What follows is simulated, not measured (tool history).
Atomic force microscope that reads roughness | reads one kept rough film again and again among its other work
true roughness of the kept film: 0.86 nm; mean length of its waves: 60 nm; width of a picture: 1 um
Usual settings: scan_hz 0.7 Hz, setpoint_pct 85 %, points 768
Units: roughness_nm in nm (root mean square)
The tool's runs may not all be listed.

| run | day | scan_hz | setpoint_pct | points | roughness_nm |
|---|---|---|---|---|---|
| 1 | 0 | 0.7 | 85 | 768 | 0.807 |
| 2 | 0.65 | 0.7 | 85 | 768 | 0.81 |
| 3 | 1.762 | 0.7 | 85 | 768 | 0.809 |
| 4 | 2.492 | 0.7 | 85 | 768 | 0.807 |
| 5 | 3.204 | 0.7 | 85 | 768 | 0.808 |
| 6 | 3.8 | 3.003 | 61 | 346 | 0.801 |
| 7 | 4.725 | 0.534 | 62 | 518 | 0.842 |
| 8 | 5.438 | 2.609 | 84 | 359 | 0.717 |
| 9 | 6.012 | 0.7 | 61 | 368 | 0.837 |
| 10 | 6.612 | 0.7 | 61 | 316 | 0.838 |

Forecast each of these 3 alternatives for the next run:
|  | 6.946 | new tip fitted |
| A | 7.812 | 0.7 | 71 | 768 | ? |
|  | 6.946 | new tip fitted |
| B | 7.812 | 2.064 | 69 | 943 | ? |
|  | 6.946 | new tip fitted |
| C | 7.812 | 2.028 | 85 | 768 | ? |

| run | roughness_nm |
|---|---|
| A | 0.826 |
| B | 0.8 |
| C | 0.74 |
Without the tool's hidden state the same runs would have given:
| run | roughness_nm |
|---|---|
| A | 0.826 |
| B | 0.8 |
| C | 0.74 |

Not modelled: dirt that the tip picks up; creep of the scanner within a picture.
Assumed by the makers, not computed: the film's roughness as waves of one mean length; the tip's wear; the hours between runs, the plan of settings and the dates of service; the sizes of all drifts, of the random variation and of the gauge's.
